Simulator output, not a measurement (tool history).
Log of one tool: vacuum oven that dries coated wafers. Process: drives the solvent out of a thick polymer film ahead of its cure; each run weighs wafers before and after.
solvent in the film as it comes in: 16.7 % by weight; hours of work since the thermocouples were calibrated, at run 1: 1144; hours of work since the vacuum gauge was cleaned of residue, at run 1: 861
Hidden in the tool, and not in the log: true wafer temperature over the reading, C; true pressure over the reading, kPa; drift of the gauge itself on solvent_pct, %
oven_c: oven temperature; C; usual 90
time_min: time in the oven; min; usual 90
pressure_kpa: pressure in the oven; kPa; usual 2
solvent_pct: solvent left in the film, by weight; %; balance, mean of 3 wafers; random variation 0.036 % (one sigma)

run   hour  oven_c  time_min  pressure_kpa  hours of work since the thermocouples were calibrated  hours of work since the vacuum gauge was cleaned of residue  solvent_pct
  1      0      90        90             2                                                   1144                                                          861         2.39
  2   19.5      90        90             2                                                   1160                                                          876         2.37
  3   36.1      90        90          2.42                                                   1172                                                          889         2.53
  4   68.9      85        90             2                                                   1198                                                          914         3.52
  5   95.3      90        90             2                                                   1218                                                          934         2.45
  6  118.8      90        90             2                                                   1236                                                          953         2.36
  7  150.3      90        90             2                                                   1260                                                          977         2.44
  8  164.4      90        90             2                                                   1271                                                          988         2.41
  9  193.5     103        90             2                                                   1294                                                         1010         0.73
 10  209.5      90       125             2                                                   1306                                                         1023         1.48
 11  226.7      90       125           2.9                                                   1319                                                         1036         1.77
 12  249.5      96        90             2                                                   1337                                                         1053         1.34
 13  280.6      90        64             2                                                   1361                                                         1077          3.7
 14  310.8      90       160             2                                                   1384                                                         1101         1.09
 15    335      90        90             2                                                   1403                                                         1119         2.33
 16  366.9      90        90             2                                                   1428                                                         1144          2.3
 17  389.4      90        90             2                                                   1445                                                         1161         2.33
 18  411.5      87        90             2                                                   1462                                                         1178         2.88
 19  441.5      87        90             2                                                   1485                                                         1202         2.94
 20  469.2      87        90             2                                                   1507                                                         1223         2.94
 21  502.3      90        60          2.07                                                   1532                                                         1248         3.87
 22  519.5      87        60          2.07                                                   1545                                                         1262         4.66
     527.1  -- oven's thermocouples calibrated
 23  548.6      96        50          1.52                                                     17                                                         1283         3.52
 24  567.7      90        48          3.24                                                     31                                                         1297         5.69
 25  597.7      90        48          5.22                                                     54                                                         1321          6.2
 26    617      96        90          3.22                                                     69                                                         1335         1.84
 27  648.6      97        90             2                                                     94                                                         1360          1.4
 28  667.2      97        90             2                                                    108                                                         1374         1.33
 29  688.1      97        90             2                                                    124                                                         1390         1.41
 30    720      97       105          2.38                                                    149                                                         1415         1.29
 31  742.6      94       144          4.51                                                    166                                                         1432         1.68
 32  763.4      90        90             2                                                    182                                                         1448         2.57
 33  796.4      88       147          4.53                                                    208                                                         1474         2.43
 34    820      88       147          4.53                                                    226                                                         1492         2.49
 35  844.1      88       147          4.53                                                    245                                                         1511         2.53
 36  875.1      88        70          4.46                                                    268                                                         1535         4.74
 37  891.9      81       107             2                                                    281                                                         1548            4
 38  906.1      89       117          2.84                                                    292                                                         1558         2.18

Some steps in solvent_pct between neighbouring runs. How much of each would the tool show without its hidden state too (settings, what came in, random variation), and how much is left for the hidden state, with any gauge scatter that isn't in both results?
Run 8 -> 9: oven_c 90 -> 103. solvent_pct -1.68 %: hidden state +0.19, all else -1.87.
Run 12 -> 13: oven_c 96 -> 90, time_min 90 -> 64. solvent_pct +2.36 %: hidden state -0.19, all else +2.55.
Run 13 -> 14: time_min 64 -> 160. solvent_pct -2.61 %: hidden state +0.26, all else -2.87.
Run 22 -> 23: oven_c 87 -> 96, time_min 60 -> 50, pressure_kpa 2.07 -> 1.52, oven's thermocouples calibrated. solvent_pct -1.14 %: hidden state +0.41, all else -1.55.
Run 25 -> 26: oven_c 90 -> 96, time_min 48 -> 90, pressure_kpa 5.22 -> 3.22. solvent_pct -4.36 %: hidden state +0.05, all else -4.41.
